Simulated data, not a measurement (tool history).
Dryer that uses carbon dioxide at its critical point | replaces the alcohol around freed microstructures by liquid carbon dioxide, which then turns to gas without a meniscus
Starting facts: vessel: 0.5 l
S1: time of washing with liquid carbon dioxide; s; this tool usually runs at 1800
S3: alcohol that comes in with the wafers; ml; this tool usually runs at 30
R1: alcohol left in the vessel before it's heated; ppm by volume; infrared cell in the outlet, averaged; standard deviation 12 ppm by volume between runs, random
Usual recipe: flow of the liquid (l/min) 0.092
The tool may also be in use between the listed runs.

Run 1, hour 0: usual settings. Result: R1 824 ppm by volume.
Run 2, hour 10.5: usual settings but S3 59 ml. Result: R1 1575 ppm by volume.
Run 3, hour 25.4: usual settings but S3 59 ml. Result: R1 1633 ppm by volume.
Run 4, hour 40.2: usual settings but S3 59 ml. Result: R1 1624 ppm by volume.
Run 5, hour 49.7: usual settings but S3 59 ml. Result: R1 1637 ppm by volume.
Run 6, hour 57.2: usual settings but S3 59 ml. Result: R1 1630 ppm by volume.
Run 7, hour 69.4: usual settings but S3 59 ml. Result: R1 1676 ppm by volume.
Run 8, hour 78.3: usual settings. Result: R1 855 ppm by volume.
Run 9, hour 84.4: usual settings. Result: R1 871 ppm by volume.
Run 10, hour 94.1: usual settings. Result: R1 887 ppm by volume.
Run 11, hour 107.9: usual settings but S1 1500 s, flow of the liquid (l/min) 0.1008, S3 99 ml. Result: R1 4045 ppm by volume.
Run 12, hour 116.4: usual settings but S1 1140 s, flow of the liquid (l/min) 0.0573. Result: R1 10516 ppm by volume.
Run 13, hour 128.2: usual settings but S1 1620 s, flow of the liquid (l/min) 0.0573, S3 57 ml. Result: R1 9648 ppm by volume.
Run 14, hour 135.5: usual settings but S1 1620 s, flow of the liquid (l/min) 0.0573, S3 57 ml. Result: R1 9424 ppm by volume.
Run 15, hour 144.1: usual settings but S1 1140 s, flow of the liquid (l/min) 0.1056, S3 43 ml. Result: R1 3984 ppm by volume.
Run 16, hour 158.2: usual settings but S1 1200 s, flow of the liquid (l/min) 0.0938, S3 37 ml. Result: R1 4107 ppm by volume.
Run 17, hour 168.9: usual settings but S1 2580 s, flow of the liquid (l/min) 0.1071, S3 48 ml. Result: R1 154 ppm by volume.
Run 18, hour 179.6: usual settings but S3 63 ml. Result: R1 1886 ppm by volume.
Run 19, hour 194.2: usual settings but S1 2280 s, flow of the liquid (l/min) 0.067, S3 41 ml. Result: R1 1599 ppm by volume.
Run 20, hour 205.7: usual settings but S1 2340 s, flow of the liquid (l/min) 0.1475, S3 93 ml. Result: R1 109 ppm by volume.

Each row is a separate what-if for the run after 20, all from the same tool condition, not one after another. Results?
Run A, hour 212.8: usual settings but S1 2820 s, flow of the liquid (l/min) 0.1159, S3 82 ml. Result: R1 ?.
Run B, hour 212.8: usual settings but S1 2340 s, flow of the liquid (l/min) 0.1475, S3 47 ml. Result: R1 ?.
Run C, hour 212.8: usual settings but S1 2340 s, flow of the liquid (l/min) 0.0784, S3 33 ml. Result: R1 ?.
Run D, hour 212.8: usual settings but S1 1260 s, flow of the liquid (l/min) 0.0573, S3 21 ml. Result: R1 ?.
Run E, hour 212.8: usual settings but S3 21 ml. Result: R1 ?.

run    R1
  A   116
  B    96
  C   651
  D  6191
  E   672
With no hidden state in the tool, these same runs would have given:
run    R1
  A    31
  B    18
  C   468
  D  5610
  E   495
